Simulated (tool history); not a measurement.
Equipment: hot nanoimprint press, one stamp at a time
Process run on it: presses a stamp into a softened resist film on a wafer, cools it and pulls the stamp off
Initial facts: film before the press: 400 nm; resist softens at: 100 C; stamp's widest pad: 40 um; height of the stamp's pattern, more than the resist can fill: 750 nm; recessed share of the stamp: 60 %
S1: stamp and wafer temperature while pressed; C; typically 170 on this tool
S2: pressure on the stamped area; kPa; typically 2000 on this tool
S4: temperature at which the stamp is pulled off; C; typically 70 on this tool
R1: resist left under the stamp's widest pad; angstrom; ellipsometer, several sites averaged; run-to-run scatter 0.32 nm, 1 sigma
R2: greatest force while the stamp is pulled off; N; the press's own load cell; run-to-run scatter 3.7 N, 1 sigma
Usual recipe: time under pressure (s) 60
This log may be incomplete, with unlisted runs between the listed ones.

run 1 hour=0 | S1=170 S2=2000 time_under_pressure_(s)=60 S4=70 | R1=2320 R2=230
run 2 hour=8.1 | S1=170 S2=2000 time_under_pressure_(s)=60 S4=70 | R1=2318 R2=236
run 3 hour=12.8 | S1=170 S2=2000 time_under_pressure_(s)=60 S4=70 | R1=2317 R2=233
run 4 hour=18.4 | S1=170 S2=2120 time_under_pressure_(s)=60 S4=70 | R1=2255 R2=239
run 5 hour=26.8 | S1=170 S2=2590 time_under_pressure_(s)=60 S4=70 | R1=2045 R2=246
run 6 hour=32.3 | S1=170 S2=2000 time_under_pressure_(s)=60 S4=70 | R1=2313 R2=239
run 7 hour=41.3 | S1=170 S2=2000 time_under_pressure_(s)=60 S4=70 | R1=2316 R2=248
run 8 hour=49.4 | S1=170 S2=2000 time_under_pressure_(s)=60 S4=70 | R1=2312 R2=244
run 9 hour=54.2 | S1=179 S2=2000 time_under_pressure_(s)=60 S4=70 | R1=1664 R2=253
run 10 hour=58.8 | S1=170 S2=2000 time_under_pressure_(s)=44 S4=70 | R1=2525 R2=249
run 11 hour=65.6 | S1=170 S2=2000 time_under_pressure_(s)=44 S4=70 | R1=2526 R2=250
-- hour=69.6 plate thermocouple calibrated
run 12 hour=74.8 | S1=181 S2=2000 time_under_pressure_(s)=60 S4=70 | R1=1523 R2=270
run 13 hour=82.9 | S1=181 S2=2000 time_under_pressure_(s)=60 S4=70 | R1=1519 R2=259
run 14 hour=91.6 | S1=181 S2=2000 time_under_pressure_(s)=60 S4=70 | R1=1520 R2=262
run 15 hour=100.2 | S1=181 S2=2000 time_under_pressure_(s)=117 S4=70 | R1=1185 R2=261
-- hour=104.4 plate thermocouple calibrated, once more
run 16 hour=108.6 | S1=181 S2=2000 time_under_pressure_(s)=117 S4=70 | R1=1223 R2=277
run 17 hour=114.5 | S1=170 S2=2000 time_under_pressure_(s)=49 S4=70 | R1=2483 R2=276
run 18 hour=123.3 | S1=162 S2=2000 time_under_pressure_(s)=42 S4=61 | R1=3234 R2=344
run 19 hour=133.6 | S1=164 S2=2650 time_under_pressure_(s)=59 S4=61 | R1=2581 R2=350
run 20 hour=137.9 | S1=181 S2=2240 time_under_pressure_(s)=56 S4=61 | R1=1503 R2=358
run 21 hour=146.3 | S1=161 S2=2000 time_under_pressure_(s)=94 S4=70 | R1=2828 R2=294
run 22 hour=151.6 | S1=161 S2=2000 time_under_pressure_(s)=94 S4=70 | R1=2831 R2=300
run 23 hour=158.7 | S1=170 S2=2000 time_under_pressure_(s)=56 S4=70 | R1=2387 R2=289
run 24 hour=166 | S1=171 S2=2000 time_under_pressure_(s)=39 S4=70 | R1=2550 R2=302
run 25 hour=172.4 | S1=170 S2=1670 time_under_pressure_(s)=73 S4=70 | R1=2395 R2=305
run 26 hour=181.8 | S1=179 S2=1210 time_under_pressure_(s)=75 S4=70 | R1=2017 R2=308
run 27 hour=188.5 | S1=166 S2=3060 time_under_pressure_(s)=58 S4=74 | R1=2259 R2=281
run 28 hour=198.6 | S1=166 S2=3060 time_under_pressure_(s)=58 S4=67 | R1=2260 R2=335
run 29 hour=205.8 | S1=166 S2=2100 time_under_pressure_(s)=48 S4=67 | R1=2774 R2=342

Estimate the outcome of run 30 from the log above:
run 30 hour=211.8 | S1=166 S2=2100 time_under_pressure_(s)=48 S4=67 | R1=? R2=?

Run 30 gave R1 2775 angstrom, R2 352 N.
Minus the tool's unlogged condition, the same run would have read R1 2805 angstrom, R2 193 N.

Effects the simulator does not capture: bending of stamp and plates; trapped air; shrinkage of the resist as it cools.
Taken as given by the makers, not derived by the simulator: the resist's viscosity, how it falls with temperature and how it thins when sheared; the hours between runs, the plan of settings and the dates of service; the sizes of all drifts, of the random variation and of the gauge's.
